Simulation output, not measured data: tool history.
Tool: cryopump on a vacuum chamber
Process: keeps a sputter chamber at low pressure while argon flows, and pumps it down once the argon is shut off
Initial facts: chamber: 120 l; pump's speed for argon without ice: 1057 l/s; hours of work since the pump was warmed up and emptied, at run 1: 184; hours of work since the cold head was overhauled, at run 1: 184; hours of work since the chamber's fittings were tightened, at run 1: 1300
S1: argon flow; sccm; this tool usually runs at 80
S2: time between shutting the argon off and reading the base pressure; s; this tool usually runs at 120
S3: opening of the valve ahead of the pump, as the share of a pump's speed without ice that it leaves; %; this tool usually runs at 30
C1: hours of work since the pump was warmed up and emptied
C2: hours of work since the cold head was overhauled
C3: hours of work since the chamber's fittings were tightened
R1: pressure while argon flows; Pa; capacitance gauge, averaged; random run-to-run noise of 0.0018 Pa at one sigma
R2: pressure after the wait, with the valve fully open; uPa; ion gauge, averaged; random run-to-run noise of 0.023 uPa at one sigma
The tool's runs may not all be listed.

{"run": 1, "hour": 0.0, "S1": 80, "S2": 120, "S3": 30, "C1": 184, "C2": 184, "C3": 1300, "R1": 0.4393, "R2": 2.18}
{"run": 2, "hour": 14.4, "S1": 80, "S2": 34, "S3": 30, "C1": 190, "C2": 190, "C3": 1306, "R1": 0.437, "R2": 3.27}
{"run": 3, "hour": 27.2, "S1": 80, "S2": 233, "S3": 30, "C1": 196, "C2": 196, "C3": 1312, "R1": 0.4376, "R2": 2.07}
{"run": 4, "hour": 41.0, "S1": 80, "S2": 120, "S3": 30, "C1": 202, "C2": 202, "C3": 1318, "R1": 0.4395, "R2": 2.27}
{"run": 5, "hour": 57.0, "S1": 103, "S2": 120, "S3": 30, "C1": 209, "C2": 209, "C3": 1325, "R1": 0.5642, "R2": 2.31}
{"run": 6, "hour": 73.1, "S1": 103, "S2": 120, "S3": 30, "C1": 216, "C2": 216, "C3": 1332, "R1": 0.5652, "R2": 2.37}
{"run": 7, "hour": 86.8, "S1": 103, "S2": 120, "S3": 30, "C1": 222, "C2": 222, "C3": 1338, "R1": 0.5624, "R2": 2.3}
{"run": 8, "hour": 94.5, "S1": 80, "S2": 115, "S3": 30, "C1": 225, "C2": 225, "C3": 1341, "R1": 0.4397, "R2": 2.35}
{"run": 9, "hour": 109.0, "S1": 80, "S2": 115, "S3": 30, "C1": 231, "C2": 231, "C3": 1348, "R1": 0.4388, "R2": 2.33}
{"run": 10, "hour": 124.7, "S1": 80, "S2": 115, "S3": 30, "C1": 238, "C2": 238, "C3": 1354, "R1": 0.4426, "R2": 2.31}
{"run": 11, "hour": 132.8, "S1": 40, "S2": 120, "S3": 30, "C1": 242, "C2": 242, "C3": 1358, "R1": 0.2197, "R2": 2.37}
{"run": 12, "hour": 143.5, "S1": 40, "S2": 120, "S3": 30, "C1": 247, "C2": 247, "C3": 1363, "R1": 0.2213, "R2": 2.3}
{"run": 13, "hour": 158.8, "S1": 80, "S2": 120, "S3": 30, "C1": 253, "C2": 253, "C3": 1369, "R1": 0.4434, "R2": 2.34}
{"run": 14, "hour": 173.1, "S1": 80, "S2": 120, "S3": 30, "C1": 260, "C2": 260, "C3": 1376, "R1": 0.441, "R2": 2.33}
{"run": 15, "hour": 186.4, "S1": 80, "S2": 120, "S3": 30, "C1": 265, "C2": 265, "C3": 1381, "R1": 0.4436, "R2": 2.35}
{"run": 16, "hour": 195.2, "S1": 80, "S2": 120, "S3": 30, "C1": 269, "C2": 269, "C3": 1385, "R1": 0.4434, "R2": 2.37}
{"run": 17, "hour": 207.6, "S1": 80, "S2": 151, "S3": 30, "C1": 275, "C2": 275, "C3": 1391, "R1": 0.4456, "R2": 2.3}
{"run": 18, "hour": 214.8, "S1": 57, "S2": 120, "S3": 30, "C1": 278, "C2": 278, "C3": 1394, "R1": 0.3165, "R2": 2.4}
{"run": 19, "hour": 226.0, "S1": 141, "S2": 29, "S3": 30, "C1": 283, "C2": 283, "C3": 1399, "R1": 0.783, "R2": 3.73}
{"run": 20, "hour": 239.8, "S1": 75, "S2": 69, "S3": 49, "C1": 289, "C2": 289, "C3": 1405, "R1": 0.2597, "R2": 2.73}
{"run": 21, "hour": 256.0, "S1": 75, "S2": 69, "S3": 49, "C1": 296, "C2": 296, "C3": 1412, "R1": 0.2604, "R2": 2.81}
{"run": 22, "hour": 271.8, "S1": 80, "S2": 42, "S3": 21, "C1": 303, "C2": 303, "C3": 1419, "R1": 0.6276, "R2": 3.21}
{"run": 23, "hour": 283.4, "S1": 74, "S2": 98, "S3": 21, "C1": 308, "C2": 308, "C3": 1424, "R1": 0.5806, "R2": 2.52}
{"run": 24, "hour": 299.2, "S1": 143, "S2": 201, "S3": 23, "C1": 315, "C2": 315, "C3": 1431, "R1": 1.0259, "R2": 2.33}
{"run": 25, "hour": 306.5, "S1": 118, "S2": 224, "S3": 44, "C1": 318, "C2": 318, "C3": 1434, "R1": 0.4585, "R2": 2.28}
{"run": 26, "hour": 322.8, "S1": 87, "S2": 120, "S3": 23, "C1": 325, "C2": 325, "C3": 1441, "R1": 0.6218, "R2": 2.64}
{"run": 27, "hour": 331.2, "S1": 87, "S2": 120, "S3": 23, "C1": 329, "C2": 329, "C3": 1445, "R1": 0.6303, "R2": 2.49}
{"run": 28, "hour": 338.2, "S1": 87, "S2": 120, "S3": 23, "C1": 332, "C2": 332, "C3": 1448, "R1": 0.6305, "R2": 2.52}
{"run": 29, "hour": 347.0, "S1": 87, "S2": 120, "S3": 23, "C1": 336, "C2": 336, "C3": 1452, "R1": 0.6266, "R2": 2.56}

A few steps of R1 between consecutive runs. Split each: what settings, incoming material and random variation would produce without the hidden state, and what is left over for the hidden state, along with gauge scatter present in only one of the two compared results (measured, and without hidden state):
Hidden state present: pump's speed, % of a pump's without ice; cold plate's temperature, K; leak into the chamber, uPa l/s; drift of the gauge itself on working_pa, %; drift of the gauge itself on base_upa, %.
Run 18 -> 19: S1 57 -> 141, S2 120 -> 29. R1 +0.4665 Pa: hidden state +0.0190, all else +0.4475.
Run 19 -> 20: S1 141 -> 75, S2 29 -> 69, S3 30 -> 49. R1 -0.5233 Pa: hidden state -0.0145, all else -0.5088.
Run 23 -> 24: S1 74 -> 143, S2 98 -> 201, S3 21 -> 23. R1 +0.4453 Pa: hidden state +0.0175, all else +0.4278.
Run 24 -> 25: S1 143 -> 118, S2 201 -> 224, S3 23 -> 44. R1 -0.5674 Pa: hidden state -0.0058, all else -0.5616.
